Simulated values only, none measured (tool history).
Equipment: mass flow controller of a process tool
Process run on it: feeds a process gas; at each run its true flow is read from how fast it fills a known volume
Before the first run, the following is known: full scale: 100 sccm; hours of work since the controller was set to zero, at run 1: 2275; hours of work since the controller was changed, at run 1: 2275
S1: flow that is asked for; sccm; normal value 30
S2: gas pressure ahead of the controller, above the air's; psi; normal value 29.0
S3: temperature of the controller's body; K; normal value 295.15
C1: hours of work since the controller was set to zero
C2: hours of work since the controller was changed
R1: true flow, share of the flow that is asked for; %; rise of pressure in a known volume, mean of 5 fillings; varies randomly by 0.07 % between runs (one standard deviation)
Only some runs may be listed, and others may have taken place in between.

| run | hour | S1 | S2 | S3 | C1 | C2 | R1 |
|---|---|---|---|---|---|---|---|
| 1 | 0.0 | 30 | 29.0 | 295.15 | 2275 | 2275 | 100.65 |
| 2 | 350.9 | 30 | 29.0 | 295.15 | 2396 | 2396 | 100.81 |
| 3 | 741.6 | 30 | 30.9 | 295.15 | 2531 | 2531 | 100.95 |
| 4 | 1021.9 | 30 | 30.9 | 306.15 | 2628 | 2628 | 100.34 |
| 5 | 1314.3 | 30 | 30.9 | 306.15 | 2730 | 2730 | 100.47 |
| 6 | 1583.0 | 30 | 29.0 | 294.15 | 2823 | 2823 | 101.27 |
| 7 | 1930.1 | 30 | 29.0 | 294.15 | 2943 | 2943 | 101.35 |
| 8 | 2329.5 | 30 | 29.0 | 294.15 | 3081 | 3081 | 101.38 |
| 9 | 2598.2 | 30 | 29.0 | 294.15 | 3174 | 3174 | 101.39 |
| 10 | 2844.8 | 30 | 29.0 | 294.15 | 3260 | 3260 | 101.70 |
| 11 | 3158.8 | 98 | 29.0 | 295.15 | 3368 | 3368 | 102.23 |
| 12 | 3558.4 | 98 | 29.0 | 295.15 | 3507 | 3507 | 102.21 |
| 13 | 3759.1 | 30 | 38.3 | 295.15 | 3576 | 3576 | 101.89 |
| 14 | 4104.4 | 30 | 29.0 | 295.15 | 3696 | 3696 | 102.06 |
| 15 | 4434.8 | 30 | 25.5 | 295.15 | 3810 | 3810 | 102.11 |
| 16 | 4881.6 | 30 | 25.5 | 295.15 | 3965 | 3965 | 102.25 |
| 17 | 5162.7 | 30 | 29.0 | 293.15 | 4062 | 4062 | 102.42 |
| 18 | 5393.4 | 30 | 29.0 | 293.15 | 4142 | 4142 | 102.50 |
| 19 | 5767.9 | 30 | 22.8 | 293.15 | 4272 | 4272 | 102.80 |
| 20 | 6053.6 | 30 | 22.8 | 293.15 | 4371 | 4371 | 102.75 |
| 21 | 6368.4 | 30 | 22.8 | 293.15 | 4480 | 4480 | 102.84 |
| 22 | 6581.8 | 30 | 29.0 | 295.15 | 4554 | 4554 | 102.74 |
| 23 | 7034.7 | 30 | 29.0 | 295.15 | 4710 | 4710 | 102.90 |
| 24 | 7303.6 | 42 | 29.4 | 301.15 | 4804 | 4804 | 102.28 |
| 25 | 7600.1 | 14 | 38.6 | 295.15 | 4906 | 4906 | 104.94 |
| 26 | 7909.0 | 23 | 37.3 | 297.15 | 5013 | 5013 | 103.50 |
| 27 | 8188.4 | 26 | 27.3 | 302.15 | 5110 | 5110 | 103.09 |
| 28 | 8413.1 | 17 | 29.0 | 296.15 | 5188 | 5188 | 104.66 |
| 29 | 8694.7 | 32 | 29.0 | 295.15 | 5285 | 5285 | 103.32 |
| 30 | 8974.7 | 37 | 35.4 | 301.15 | 5382 | 5382 | 102.68 |
| 31 | 9330.1 | 33 | 20.3 | 305.15 | 5505 | 5505 | 103.14 |
| 32 | 9755.8 | 21 | 30.6 | 306.15 | 5653 | 5653 | 104.03 |
| 33 | 10092.2 | 64 | 26.3 | 304.15 | 5769 | 5769 | 102.85 |
| 34 | 10533.3 | 30 | 29.2 | 302.15 | 5922 | 5922 | 103.49 |
| 35 | 10820.2 | 30 | 29.2 | 302.15 | 6021 | 6021 | 103.78 |
| 36 | 11273.8 | 30 | 29.2 | 302.15 | 6178 | 6178 | 103.74 |
| 37 | 11674.8 | 11 | 36.4 | 296.15 | 6317 | 6317 | 108.60 |
| 38 | 12065.5 | 11 | 36.4 | 296.15 | 6452 | 6452 | 108.74 |
| 39 | 12266.3 | 11 | 36.4 | 296.15 | 6522 | 6522 | 108.86 |
| 40 | 12605.2 | 25 | 36.4 | 296.15 | 6639 | 6639 | 105.06 |
| 41 | 12886.8 | 39 | 34.7 | 295.15 | 6737 | 6737 | 104.24 |
| 42 | 13271.5 | 26 | 29.0 | 304.15 | 6870 | 6870 | 104.76 |
| 43 | 13492.3 | 30 | 23.1 | 304.15 | 6946 | 6946 | 104.50 |
| 44 | 13777.3 | 14 | 23.1 | 304.15 | 7045 | 7045 | 107.56 |
| 45 | 14141.3 | 10 | 28.3 | 296.15 | 7171 | 7171 | 110.80 |
| 46 | 14596.9 | 10 | 28.3 | 296.15 | 7329 | 7329 | 111.02 |

Branching from run 46: 3 alternative next runs. What would each branch give?
| A | 14812.5 | 30 | 35.5 | 303.15 | 7404 | 7404 | ? |
| B | 14812.5 | 10 | 28.3 | 308.15 | 7404 | 7404 | ? |
| C | 14812.5 | 52 | 26.0 | 304.15 | 7404 | 7404 | ? |

| run | R1 |
|---|---|
| A | 104.80 |
| B | 110.46 |
| C | 103.96 |
The same runs, with their run-to-run variation unchanged, on a tool lacking any hidden condition would have given:
| run | R1 |
|---|---|
| A | 98.05 |
| B | 97.33 |
| C | 98.56 |
